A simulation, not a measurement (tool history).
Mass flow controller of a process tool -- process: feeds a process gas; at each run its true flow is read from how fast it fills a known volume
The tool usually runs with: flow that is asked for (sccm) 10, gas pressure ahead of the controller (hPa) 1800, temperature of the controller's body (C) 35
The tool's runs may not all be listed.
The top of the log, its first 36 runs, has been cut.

run,hour,flow that is asked for (sccm),gas pressure ahead of the controller (hPa),temperature of the controller's body (C),hours of work since the controller was set to zero,hours of work since the controller was changed,true flow (%)
37,2412.7,10,1480,35,1017,4273,98.31
38,2453.1,10,1790,26,1048,4304,98.04
39,2529.5,5,1800,29,1107,4363,97.6
40,2606.8,5,1800,29,1167,4423,97.67
41,2682.9,10,1940,35,1226,4482,98.34
42,2738.3,3,2130,23,1269,4525,97.59
43,2811.7,10,2310,26,1326,4582,98.09
44,2891.1,10,2240,30,1387,4643,98.17
45,2963.6,18,1440,35,1443,4700,99.55
46,3036.7,3,1670,35,1500,4756,98.1
47,3084.9,3,1670,35,1537,4794,98.21

5 options for the next run, each taken on its own from the tool as it stands now. Forecast them:
A,3161.5,8,2250,37,1597,4853,?
B,3161.5,12,2750,35,1597,4853,?
C,3161.5,4,1780,25,1597,4853,?
D,3161.5,8,2560,35,1597,4853,?
E,3161.5,3,1670,38,1597,4853,?

run,true flow (%)
A,98.23
B,98.52
C,97.9
D,98.03
E,98.31
The same runs, with their run-to-run variation unchanged, on a tool lacking any hidden condition would have given:
run,true flow (%)
A,98.35
B,98.82
C,97.46
D,98.14
E,97.51

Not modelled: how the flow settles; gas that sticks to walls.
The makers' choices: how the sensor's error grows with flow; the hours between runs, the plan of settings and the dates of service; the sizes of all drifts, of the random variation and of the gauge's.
